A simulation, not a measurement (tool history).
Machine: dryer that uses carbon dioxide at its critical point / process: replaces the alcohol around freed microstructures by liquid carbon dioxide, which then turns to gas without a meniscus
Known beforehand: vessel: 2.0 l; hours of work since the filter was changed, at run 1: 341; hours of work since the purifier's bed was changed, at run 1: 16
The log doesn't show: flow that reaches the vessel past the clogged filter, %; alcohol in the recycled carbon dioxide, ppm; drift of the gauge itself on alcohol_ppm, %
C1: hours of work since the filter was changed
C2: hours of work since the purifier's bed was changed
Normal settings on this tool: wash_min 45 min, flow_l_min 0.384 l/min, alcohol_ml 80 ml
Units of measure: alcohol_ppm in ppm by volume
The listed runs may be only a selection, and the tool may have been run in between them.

Run 1, hour 0.0: usual settings; C1 341; C2 16. Result: alcohol_ppm 144 ppm by volume.
Run 2, hour 14.0: usual settings; C1 346; C2 22. Result: alcohol_ppm 139 ppm by volume.
Run 3, hour 37.2: usual settings; C1 355; C2 31. Result: alcohol_ppm 141 ppm by volume.
Run 4, hour 55.3: usual settings; C1 362; C2 38. Result: alcohol_ppm 137 ppm by volume.
At hour 68.2: inlet filter changed.
Run 5, hour 68.9: usual settings; C1 0; C2 42. Result: alcohol_ppm 115 ppm by volume.
Run 6, hour 84.7: usual settings; C1 6; C2 49. Result: alcohol_ppm 106 ppm by volume.
Run 7, hour 95.8: usual settings; C1 11; C2 53. Result: alcohol_ppm 113 ppm by volume.
Run 8, hour 119.3: usual settings; C1 20; C2 62. Result: alcohol_ppm 111 ppm by volume.
Run 9, hour 130.8: usual settings; C1 24; C2 66. Result: alcohol_ppm 120 ppm by volume.
Run 10, hour 140.3: usual settings; C1 28; C2 70. Result: alcohol_ppm 120 ppm by volume.
Run 11, hour 161.4: usual settings; C1 36; C2 78. Result: alcohol_ppm 121 ppm by volume.
Run 12, hour 179.5: usual settings; C1 43; C2 85. Result: alcohol_ppm 122 ppm by volume.
Run 13, hour 195.5: usual settings; C1 49; C2 91. Result: alcohol_ppm 136 ppm by volume.
Run 14, hour 218.9: usual settings but flow_l_min 0.511 l/min, alcohol_ml 30 ml; C1 58; C2 100. Result: alcohol_ppm 38 ppm by volume.
Run 15, hour 236.4: usual settings but wash_min 55 min, flow_l_min 0.253 l/min; C1 65; C2 107. Result: alcohol_ppm 358 ppm by volume.
Run 16, hour 254.7: usual settings but wash_min 30 min, alcohol_ml 22 ml; C1 72; C2 114. Result: alcohol_ppm 234 ppm by volume.
Run 17, hour 277.4: usual settings but wash_min 30 min, alcohol_ml 22 ml; C1 81; C2 123. Result: alcohol_ppm 241 ppm by volume.
Run 18, hour 297.1: usual settings but wash_min 65 min, alcohol_ml 92 ml; C1 88; C2 131. Result: alcohol_ppm 44 ppm by volume.
Run 19, hour 316.5: usual settings but wash_min 27 min; C1 96; C2 138. Result: alcohol_ppm 1132 ppm by volume.
Run 20, hour 336.7: usual settings but wash_min 27 min; C1 104; C2 146. Result: alcohol_ppm 1139 ppm by volume.
Run 21, hour 352.9: usual settings but wash_min 56 min, alcohol_ml 77 ml; C1 110; C2 152. Result: alcohol_ppm 70 ppm by volume.
Run 22, hour 376.3: usual settings but wash_min 30 min, alcohol_ml 83 ml; C1 119; C2 161. Result: alcohol_ppm 838 ppm by volume.

For run 23, what comes out?
Run 23, hour 389.6: usual settings but wash_min 34 min; C1 124; C2 166. Result: alcohol_ppm ?.

alcohol_ppm: 477 ppm by volume
Had the tool carried no hidden state, the very same run would have given alcohol_ppm 379 ppm by volume.
